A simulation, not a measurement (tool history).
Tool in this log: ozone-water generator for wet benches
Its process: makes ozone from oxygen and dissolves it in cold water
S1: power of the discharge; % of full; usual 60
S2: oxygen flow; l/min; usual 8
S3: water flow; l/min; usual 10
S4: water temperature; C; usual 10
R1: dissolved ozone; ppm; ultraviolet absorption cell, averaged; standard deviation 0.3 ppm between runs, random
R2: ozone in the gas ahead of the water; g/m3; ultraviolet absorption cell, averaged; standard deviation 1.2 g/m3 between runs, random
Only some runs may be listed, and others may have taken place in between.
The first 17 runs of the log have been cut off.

run 18 hour=387.1 | S1=85 S2=9.09 S3=10 S4=6 | R1=63.1 R2=250.3
run 19 hour=406.2 | S1=85 S2=9.09 S3=12 S4=11 | R1=49.7 R2=251.8
run 20 hour=437.2 | S1=46 S2=9.09 S3=11 S4=7 | R1=40.8 R2=176
run 21 hour=463 | S1=46 S2=13.63 S3=11 S4=7 | R1=41 R2=156.4
run 22 hour=496.2 | S1=46 S2=13.63 S3=11 S4=7 | R1=40.6 R2=155.1
run 23 hour=516.7 | S1=46 S2=7.55 S3=11 S4=7 | R1=40.4 R2=187.1
run 24 hour=542 | S1=86 S2=7.55 S3=11 S4=12 | R1=52.1 R2=263.4
run 25 hour=564.7 | S1=86 S2=7.55 S3=11 S4=12 | R1=52.3 R2=264.1
run 26 hour=585.7 | S1=86 S2=7.55 S3=11 S4=5 | R1=60.1 R2=261
run 27 hour=615.1 | S1=90 S2=10.1 S3=9 S4=7 | R1=67.5 R2=243.6
run 28 hour=646.1 | S1=90 S2=4.43 S3=7 S4=6 | R1=78.5 R2=316.8
run 29 hour=664.7 | S1=87 S2=7.77 S3=7 S4=13 | R1=67.1 R2=258.8
run 30 hour=694.3 | S1=87 S2=7.77 S3=10 S4=12 | R1=55.3 R2=258.7
run 31 hour=715.4 | S1=78 S2=4.26 S3=6 S4=5 | R1=80 R2=293.7
run 32 hour=741.9 | S1=60 S2=10.33 S3=13 S4=9 | R1=40.4 R2=192.4

What if the next run were any one of these 5? Each begins from the tool's condition after run 32:
run A hour=760.9 | S1=60 S2=4.32 S3=13 S4=9 | R1=? R2=?
run B hour=760.9 | S1=60 S2=8.99 S3=13 S4=13 | R1=? R2=?
run C hour=760.9 | S1=73 S2=8.48 S3=6 S4=10 | R1=? R2=?
run D hour=760.9 | S1=60 S2=4.16 S3=15 S4=9 | R1=? R2=?
run E hour=760.9 | S1=60 S2=10.33 S3=13 S4=11 | R1=? R2=?

run=A R1=36 R2=249.8
run=B R1=37.6 R2=200.1
run=C R1=69.1 R2=225
run=D R1=31.2 R2=255.1
run=E R1=39.1 R2=190.5
What these runs would have given with no unlogged condition in the tool:
run=A R1=36 R2=259.6
run=B R1=37.6 R2=208
run=C R1=69.1 R2=233.8
run=D R1=31.2 R2=265.1
run=E R1=39.1 R2=198
